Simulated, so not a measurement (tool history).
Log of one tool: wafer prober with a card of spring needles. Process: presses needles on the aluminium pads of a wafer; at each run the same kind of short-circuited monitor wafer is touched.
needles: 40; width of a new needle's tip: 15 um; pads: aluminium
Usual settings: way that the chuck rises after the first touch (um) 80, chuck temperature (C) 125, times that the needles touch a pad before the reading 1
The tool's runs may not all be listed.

run,day,way that the chuck rises after the first touch (um),chuck temperature (C),times that the needles touch a pad before the reading,resistance of one needle with its contact and lead (mohm),way that a needle slides on the pad (um)
1,0,80,125,1,318,12.28
# day 0.546: tips cleaned on abrasive film
# day 1.229: tips cleaned on abrasive film
2,1.488,80,125,1,346,11.88
# day 1.9: tips cleaned on abrasive film
# day 2.583: tips cleaned on abrasive film
# day 3.262: tips cleaned on abrasive film
3,3.683,80,125,1,357,11.84
# day 3.825: tips cleaned on abrasive film
# day 4.371: tips cleaned on abrasive film
# day 5.054: tips cleaned on abrasive film
# day 5.738: tips cleaned on abrasive film
4,6.192,66,125,1,382,9.61
# day 6.329: tips cleaned on abrasive film
# day 6.479: height of the first contact set anew
# day 7.025: tips cleaned on abrasive film
# day 7.704: tips cleaned on abrasive film
# day 8.388: tips cleaned on abrasive film
# day 9.071: tips cleaned on abrasive film
5,9.342,80,125,1,338,12.82
# day 9.75: tips cleaned on abrasive film
# day 10.433: tips cleaned on abrasive film
# day 11.117: tips cleaned on abrasive film
6,11.296,80,125,1,332,12.82
# day 11.708: tips cleaned on abrasive film
# day 12.392: tips cleaned on abrasive film
# day 12.938: tips cleaned on abrasive film
# day 13.621: tips cleaned on abrasive film
7,13.742,80,125,1,325,12.77
# day 14.292: tips cleaned on abrasive film
# day 14.567: tips cleaned on abrasive film, once more
# day 15.246: tips cleaned on abrasive film
8,15.771,80,125,1,364,12.69
# day 15.908: tips cleaned on abrasive film
# day 16.592: tips cleaned on abrasive film
# day 17.275: tips cleaned on abrasive film
9,17.421,80,125,1,328,12.68
# day 17.829: tips cleaned on abrasive film
# day 18.512: tips cleaned on abrasive film
10,18.962,80,125,1,354,12.64
# day 19.1: tips cleaned on abrasive film
# day 19.783: tips cleaned on abrasive film
# day 20.467: tips cleaned on abrasive film
# day 21.15: tips cleaned on abrasive film
11,21.262,80,125,1,323,12.64
# day 21.808: tips cleaned on abrasive film
# day 22.354: tips cleaned on abrasive film
# day 23.038: tips cleaned on abrasive film
12,23.225,82,26,2,294,12.94
# day 23.638: tips cleaned on abrasive film
# day 24.312: tips cleaned on abrasive film
# day 24.862: tips cleaned on abrasive film
# day 25.546: tips cleaned on abrasive film
# day 26.225: tips cleaned on abrasive film
13,26.492,78,38,1,318,12.21
# day 26.904: tips cleaned on abrasive film
# day 27.588: tips cleaned on abrasive film
# day 28.133: tips cleaned on abrasive film
14,28.654,78,47,2,324,12.15
# day 28.792: tips cleaned on abrasive film
# day 29.338: tips cleaned on abrasive film
# day 30.021: tips cleaned on abrasive film
15,30.35,84,28,2,302,13.03
# day 30.625: tips cleaned on abrasive film
# day 31.308: tips cleaned on abrasive film
# day 31.992: tips cleaned on abrasive film
# day 32.675: tips cleaned on abrasive film
16,33.1,88,28,2,308,13.64
# day 33.238: tips cleaned on abrasive film
# day 33.783: tips cleaned on abrasive film
# day 34.467: tips cleaned on abrasive film
# day 35.146: tips cleaned on abrasive film
# day 35.829: tips cleaned on abrasive film
# day 36.375: tips cleaned on abrasive film
17,36.379,80,66,1,290,12.26
# day 36.925: tips cleaned on abrasive film
# day 37.608: tips cleaned on abrasive film
# day 38.283: tips cleaned on abrasive film
# day 38.967: tips cleaned on abrasive film
18,38.979,80,29,2,283,12.27
# day 39.525: tips cleaned on abrasive film
# day 40.208: tips cleaned on abrasive film
# day 40.892: tips cleaned on abrasive film
# day 41.575: tips cleaned on abrasive film
19,42.025,80,125,2,344,12.17
# day 42.162: tips cleaned on abrasive film
# day 42.846: tips cleaned on abrasive film
# day 43.529: tips cleaned on abrasive film
20,43.967,80,125,2,340,12.19
# day 44.108: tips cleaned on abrasive film
# day 44.792: tips cleaned on abrasive film
# day 45.338: tips cleaned on abrasive film
# day 45.483: height of the first contact set anew
21,45.538,78,125,1,332,12.57

Forecast each of these 5 alternatives for the next run:
# day 45.95: tips cleaned on abrasive film
# day 46.629: tips cleaned on abrasive film
# day 47.312: tips cleaned on abrasive film
# day 47.992: tips cleaned on abrasive film
# day 48.542: tips cleaned on abrasive film
A,48.667,83,125,2,?,?
# day 45.95: tips cleaned on abrasive film
# day 46.629: tips cleaned on abrasive film
# day 47.312: tips cleaned on abrasive film
# day 47.992: tips cleaned on abrasive film
# day 48.542: tips cleaned on abrasive film
B,48.667,61,125,2,?,?
# day 45.95: tips cleaned on abrasive film
# day 46.629: tips cleaned on abrasive film
# day 47.312: tips cleaned on abrasive film
# day 47.992: tips cleaned on abrasive film
# day 48.542: tips cleaned on abrasive film
C,48.667,75,125,1,?,?
# day 45.95: tips cleaned on abrasive film
# day 46.629: tips cleaned on abrasive film
# day 47.312: tips cleaned on abrasive film
# day 47.992: tips cleaned on abrasive film
# day 48.542: tips cleaned on abrasive film
D,48.667,97,39,1,?,?
# day 45.95: tips cleaned on abrasive film
# day 46.629: tips cleaned on abrasive film
# day 47.312: tips cleaned on abrasive film
# day 47.992: tips cleaned on abrasive film
# day 48.542: tips cleaned on abrasive film
E,48.667,71,125,2,?,?

run,resistance of one needle with its contact and lead (mohm),way that a needle slides on the pad (um)
A,320,13.27
B,332,9.77
C,336,12.01
D,295,15.59
E,324,11.4
Without the tool's hidden state the same runs would have given:
run,resistance of one needle with its contact and lead (mohm),way that a needle slides on the pad (um)
A,305,13.34
B,307,9.83
C,308,12.07
D,275,15.66
E,304,11.46
